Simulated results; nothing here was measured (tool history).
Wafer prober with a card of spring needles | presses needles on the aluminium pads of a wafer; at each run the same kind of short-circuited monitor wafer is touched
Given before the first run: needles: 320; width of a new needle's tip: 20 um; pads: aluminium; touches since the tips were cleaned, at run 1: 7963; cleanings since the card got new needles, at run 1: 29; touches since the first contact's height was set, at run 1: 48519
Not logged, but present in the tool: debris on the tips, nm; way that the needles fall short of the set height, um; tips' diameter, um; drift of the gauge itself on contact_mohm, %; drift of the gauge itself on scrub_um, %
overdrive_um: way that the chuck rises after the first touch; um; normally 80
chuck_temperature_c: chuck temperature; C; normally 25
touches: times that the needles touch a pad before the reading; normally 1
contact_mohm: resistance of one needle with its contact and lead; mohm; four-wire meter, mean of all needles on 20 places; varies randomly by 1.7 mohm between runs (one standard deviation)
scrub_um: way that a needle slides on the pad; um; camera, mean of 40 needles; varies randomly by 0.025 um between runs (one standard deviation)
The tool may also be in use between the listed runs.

run    hour  overdrive_um  chuck_temperature_c  touches  touches since the tips were cleaned  cleanings since the card got new needles  touches since the first contact's height was set  contact_mohm  scrub_um
  1     0.0            80                   25        1                                 7963                                        29                                             48519           205     21.83
        4.3  -- tips cleaned on abrasive film
       25.6  -- tips cleaned on abrasive film
       42.7  -- tips cleaned on abrasive film
  2    42.7            80                   25        1                                    0                                        32                                             68822           174     21.79
       63.1  -- tips cleaned on abrasive film
       71.9  -- height of the first contact set anew
       82.0  -- tips cleaned on abrasive film
  3    95.5            75                   25        1                                 6461                                        34                                             11275           202     20.57
       99.1  -- tips cleaned on abrasive film
      119.6  -- tips cleaned on abrasive film
      137.5  -- tips cleaned on abrasive film
  4   137.5            75                   25        1                                    0                                        37                                             31246           176     20.50
      157.0  -- tips cleaned on abrasive film
  5   171.6            75                   25        1                                 6981                                        38                                             47533           207     20.43
      175.9  -- tips cleaned on abrasive film
      195.9  -- tips cleaned on abrasive film
      217.1  -- tips cleaned on abrasive film
      236.5  -- tips cleaned on abrasive film
  6   236.5            75                   25        1                                    0                                        42                                             78456           171     20.31
      245.3  -- height of the first contact set anew
      257.7  -- tips cleaned on abrasive film
      278.6  -- tips cleaned on abrasive film
  7   279.9            75                   25        1                                  638                                        44                                             16501           173     20.56
      299.8  -- tips cleaned on abrasive film
      320.9  -- tips cleaned on abrasive film
      341.2  -- tips cleaned on abrasive film
  8   345.2            75                   80        1                                 1897                                        47                                             47621           195     20.45
      360.2  -- tips cleaned on abrasive film
      378.0  -- tips cleaned on abrasive film
  9   394.9            75                   80        1                                 8085                                        49                                             71367           216     20.33
      398.0  -- tips cleaned on abrasive film
      415.2  -- height of the first contact set anew
      419.5  -- tips cleaned on abrasive film
      439.3  -- tips cleaned on abrasive film
 10   455.8            80                   49        1                                 7897                                        52                                             19346           208     21.91
      460.1  -- tips cleaned on abrasive film
      479.4  -- tips cleaned on abrasive film
      498.2  -- tips cleaned on abrasive film
 11   512.7            80                   25        1                                 6935                                        55                                             46465           204     21.81
      517.0  -- tips cleaned on abrasive film
      537.6  -- tips cleaned on abrasive film
      557.3  -- tips cleaned on abrasive film
 12   557.3            80                   25        1                                    0                                        58                                             67727           172     21.69
      577.1  -- tips cleaned on abrasive film
      585.2  -- height of the first contact set anew
      596.8  -- tips cleaned on abrasive film
 13   599.0            91                   25        1                                 1053                                        60                                              6567           177     24.96
      615.1  -- tips cleaned on abrasive film
      635.1  -- tips cleaned on abrasive film
      655.3  -- tips cleaned on abrasive film
 14   670.0            80                   25        1                                 7035                                        63                                             40450           203     21.85
      673.9  -- tips cleaned on abrasive film
      694.8  -- tips cleaned on abrasive film
      714.3  -- tips cleaned on abrasive film
 15   725.4            80                   25        1                                 5307                                        66                                             66852           197     21.74
      732.8  -- tips cleaned on abrasive film
      752.9  -- tips cleaned on abrasive film
      757.4  -- height of the first contact set anew
      772.9  -- tips cleaned on abrasive film
 16   782.0            94                   25        1                                 4339                                        69                                             11718           190     25.80
      790.5  -- tips cleaned on abrasive film
      810.9  -- tips cleaned on abrasive film
      830.9  -- tips cleaned on abrasive film
 17   830.9            94                   25        1                                    0                                        72                                             35006           168     25.66
      850.6  -- tips cleaned on abrasive film
 18   865.9            77                   25        1                                 7291                                        73                                             51724           209     20.96
      870.2  -- tips cleaned on abrasive film
      888.0  -- tips cleaned on abrasive film
 19   903.9            93                   74        2                                 7591                                        75                                             69841           194     25.33
      907.8  -- tips cleaned on abrasive film
      928.7  -- tips cleaned on abrasive film
      929.0  -- height of the first contact set anew
      949.6  -- tips cleaned on abrasive film
 20   965.9            93                   39        3                                 7815                                        78                                             17621           178     25.57
      970.3  -- tips cleaned on abrasive film
      988.5  -- tips cleaned on abrasive film
 21   997.4            93                   39        3                                 4280                                        80                                             32631           179     25.49
     1006.0  -- tips cleaned on abrasive film
     1025.6  -- tips cleaned on abrasive film
 22  1036.3            82                   70        3                                 5132                                        82                                             51161           190     22.41
     1043.5  -- tips cleaned on abrasive film
     1063.5  -- tips cleaned on abrasive film
     1082.7  -- tips cleaned on abrasive film
     1099.9  -- height of the first contact set anew
     1103.0  -- tips cleaned on abrasive film
 23  1103.0            82                   70        3                                    0                                        86                                              1444           179     22.49
     1122.0  -- tips cleaned on abrasive film
     1141.0  -- tips cleaned on abrasive film
 24  1151.4            63                   29        2                                 4968                                        88                                             24540           204     17.17
     1159.3  -- tips cleaned on abrasive film
     1179.3  -- tips cleaned on abrasive film
     1199.2  -- tips cleaned on abrasive film
 25  1208.9            62                   73        1                                 4636                                        91                                             51928           225     16.86
     1216.3  -- tips cleaned on abrasive film
     1236.1  -- tips cleaned on abrasive film
     1256.7  -- tips cleaned on abrasive film
     1270.7  -- height of the first contact set anew
 26  1270.7            62                   73        1                                 6564                                        94                                                 0           238     17.04
     1274.8  -- tips cleaned on abrasive film
     1294.2  -- tips cleaned on abrasive film
     1314.4  -- tips cleaned on abrasive film
 27  1322.6            80                   92        3                                 3912                                        97                                             24711           189     21.90
     1333.0  -- tips cleaned on abrasive film
     1353.3  -- tips cleaned on abrasive film
     1374.2  -- tips cleaned on abrasive film
 28  1382.4            80                   25        1                                 3926                                       100                                             53236           204     21.74

Here are 3 independent what-if runs from the current tool condition. What would each one return?
     1394.5  -- tips cleaned on abrasive film
     1414.0  -- tips cleaned on abrasive film
     1433.9  -- tips cleaned on abrasive film
     1441.5  -- height of the first contact set anew
     1452.5  -- tips cleaned on abrasive film
  A  1452.5            74                   25        1                                    0                                       104                                              5204             ?         ?
     1394.5  -- tips cleaned on abrasive film
     1414.0  -- tips cleaned on abrasive film
     1433.9  -- tips cleaned on abrasive film
     1441.5  -- height of the first contact set anew
     1452.5  -- tips cleaned on abrasive film
  B  1452.5            80                   35        1                                    0                                       104                                              5204             ?         ?
     1394.5  -- tips cleaned on abrasive film
     1414.0  -- tips cleaned on abrasive film
     1433.9  -- tips cleaned on abrasive film
     1441.5  -- height of the first contact set anew
     1452.5  -- tips cleaned on abrasive film
  C  1452.5            80                   48        3                                    0                                       104                                              5204             ?         ?

run  contact_mohm  scrub_um
  A           173     20.33
  B           174     21.96
  C           176     21.96
With the hidden condition removed and each run's random variation left untouched, the same runs would have given:
run  contact_mohm  scrub_um
  A           167     20.36
  B           168     21.99
  C           173     21.99
